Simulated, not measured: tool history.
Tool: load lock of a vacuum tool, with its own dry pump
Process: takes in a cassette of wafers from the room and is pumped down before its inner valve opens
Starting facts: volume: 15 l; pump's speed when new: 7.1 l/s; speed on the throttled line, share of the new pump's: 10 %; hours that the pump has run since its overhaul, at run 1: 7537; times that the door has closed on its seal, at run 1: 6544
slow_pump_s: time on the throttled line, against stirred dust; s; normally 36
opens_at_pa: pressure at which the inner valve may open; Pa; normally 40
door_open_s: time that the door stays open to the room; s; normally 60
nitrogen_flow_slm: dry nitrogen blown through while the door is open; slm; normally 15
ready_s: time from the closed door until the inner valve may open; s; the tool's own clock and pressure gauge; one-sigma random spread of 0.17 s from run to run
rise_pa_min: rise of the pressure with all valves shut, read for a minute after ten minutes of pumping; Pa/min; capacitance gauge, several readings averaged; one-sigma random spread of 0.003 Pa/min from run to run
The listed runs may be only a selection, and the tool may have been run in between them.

| run | hour | slow_pump_s | opens_at_pa | door_open_s | nitrogen_flow_slm | hours that the pump has run since its overhaul | times that the door has closed on its seal | incoming humidity of the room's air, % | ready_s | rise_pa_min |
|---|---|---|---|---|---|---|---|---|---|---|
| 1 | 0.0 | 36 | 40 | 60 | 15 | 7537 | 6544 | 45.1 | 50.8 | 0.101 |
| 2 | 91.7 | 36 | 40 | 60 | 15 | 7629 | 6875 | 41.6 | 51.0 | 0.100 |
| 3 | 170.1 | 36 | 40 | 60 | 15 | 7707 | 7158 | 46.9 | 50.8 | 0.109 |
| 4 | 262.8 | 36 | 40 | 60 | 15 | 7800 | 7492 | 44.9 | 50.9 | 0.105 |
| 5 | 339.5 | 36 | 40 | 60 | 15 | 7876 | 7769 | 48.6 | 51.4 | 0.116 |
| 6 | 433.3 | 36 | 40 | 60 | 15 | 7970 | 8107 | 43.4 | 51.1 | 0.118 |
| 7 | 514.4 | 36 | 40 | 60 | 15 | 8051 | 8400 | 46.7 | 51.1 | 0.117 |
| 8 | 559.1 | 36 | 40 | 60 | 15 | 8096 | 8561 | 44.6 | 51.2 | 0.116 |
| 9 | 634.4 | 36 | 58 | 60 | 15 | 8171 | 8832 | 49.9 | 50.3 | 0.127 |
| 10 | 686.8 | 36 | 58 | 60 | 15 | 8224 | 9022 | 46.3 | 49.9 | 0.126 |
| 11 | 730.5 | 36 | 53 | 60 | 15 | 8267 | 9179 | 45.8 | 50.2 | 0.135 |
| 12 | 806.4 | 36 | 53 | 60 | 15 | 8343 | 9453 | 44.9 | 50.3 | 0.136 |
| 13 | 874.8 | 36 | 40 | 60 | 42 | 8412 | 9700 | 46.8 | 51.2 | 0.117 |
| 14 | 916.6 | 36 | 40 | 60 | 42 | 8453 | 9850 | 43.2 | 51.2 | 0.126 |
| 15 | 961.5 | 36 | 40 | 60 | 15 | 8498 | 10012 | 45.0 | 51.4 | 0.139 |
| 16 | 1022.2 | 36 | 40 | 60 | 15 | 8559 | 10231 | 47.0 | 51.3 | 0.140 |
| 17 | 1062.9 | 33 | 47 | 64 | 4 | 8600 | 10378 | 45.3 | 48.2 | 0.170 |
| 18 | 1145.7 | 33 | 47 | 64 | 4 | 8683 | 10677 | 45.2 | 48.5 | 0.176 |
| 19 | 1227.8 | 33 | 47 | 64 | 4 | 8765 | 10973 | 45.3 | 47.8 | 0.183 |
| 20 | 1295.7 | 67 | 47 | 64 | 4 | 8833 | 11218 | 47.7 | 78.8 | 0.189 |
| 21 | 1375.1 | 36 | 32 | 60 | 21 | 8912 | 11504 | 44.9 | 51.5 | 0.152 |
| 22 | 1442.1 | 36 | 74 | 60 | 8 | 8979 | 11746 | 46.8 | 49.8 | 0.180 |
| 23 | 1521.1 | 33 | 74 | 60 | 8 | 9058 | 12031 | 41.4 | 47.3 | 0.174 |
| 24 | 1588.5 | 24 | 39 | 182 | 30 | 9125 | 12274 | 46.7 | 40.6 | 0.181 |
| 25 | 1639.8 | 31 | 38 | 60 | 15 | 9177 | 12459 | 46.8 | 47.2 | 0.172 |
| 26 | 1686.2 | 36 | 35 | 60 | 7 | 9223 | 12626 | 45.2 | 51.7 | 0.192 |
| 27 | 1737.9 | 68 | 62 | 126 | 45 | 9275 | 12812 | 44.5 | 78.5 | 0.174 |
| 28 | 1821.2 | 35 | 56 | 60 | 15 | 9358 | 13113 | 44.3 | 49.7 | 0.190 |
| 29 | 1861.5 | 36 | 35 | 60 | 19 | 9398 | 13258 | 47.7 | 51.8 | 0.184 |
|  | 1953.1 | dry pump taken out, an overhauled one fitted |
| 30 | 1962.1 | 54 | 35 | 43 | 19 | 9 | 13599 | 44.8 | 65.8 | 0.187 |
| 31 | 2038.5 | 26 | 63 | 31 | 34 | 85 | 13875 | 39.1 | 39.5 | 0.175 |

Alternative continuations, all from the tool just after run 31; predict every row:
| A | 2102.5 | 66 | 40 | 99 | 15 | 149 | 14106 | 43.0 | ? | ? |
| B | 2102.5 | 60 | 40 | 60 | 6 | 149 | 14106 | 45.3 | ? | ? |
| C | 2102.5 | 36 | 40 | 60 | 42 | 149 | 14106 | 45.6 | ? | ? |
| D | 2102.5 | 36 | 74 | 60 | 15 | 149 | 14106 | 47.1 | ? | ? |

| run | ready_s | rise_pa_min |
|---|---|---|
| A | 76.3 | 0.213 |
| B | 71.0 | 0.222 |
| C | 49.0 | 0.184 |
| D | 47.8 | 0.209 |
Stripped of hidden state, with their random variation kept, the same runs would have yielded:
| run | ready_s | rise_pa_min |
|---|---|---|
| A | 76.3 | 0.051 |
| B | 71.0 | 0.058 |
| C | 49.0 | 0.021 |
| D | 47.8 | 0.044 |

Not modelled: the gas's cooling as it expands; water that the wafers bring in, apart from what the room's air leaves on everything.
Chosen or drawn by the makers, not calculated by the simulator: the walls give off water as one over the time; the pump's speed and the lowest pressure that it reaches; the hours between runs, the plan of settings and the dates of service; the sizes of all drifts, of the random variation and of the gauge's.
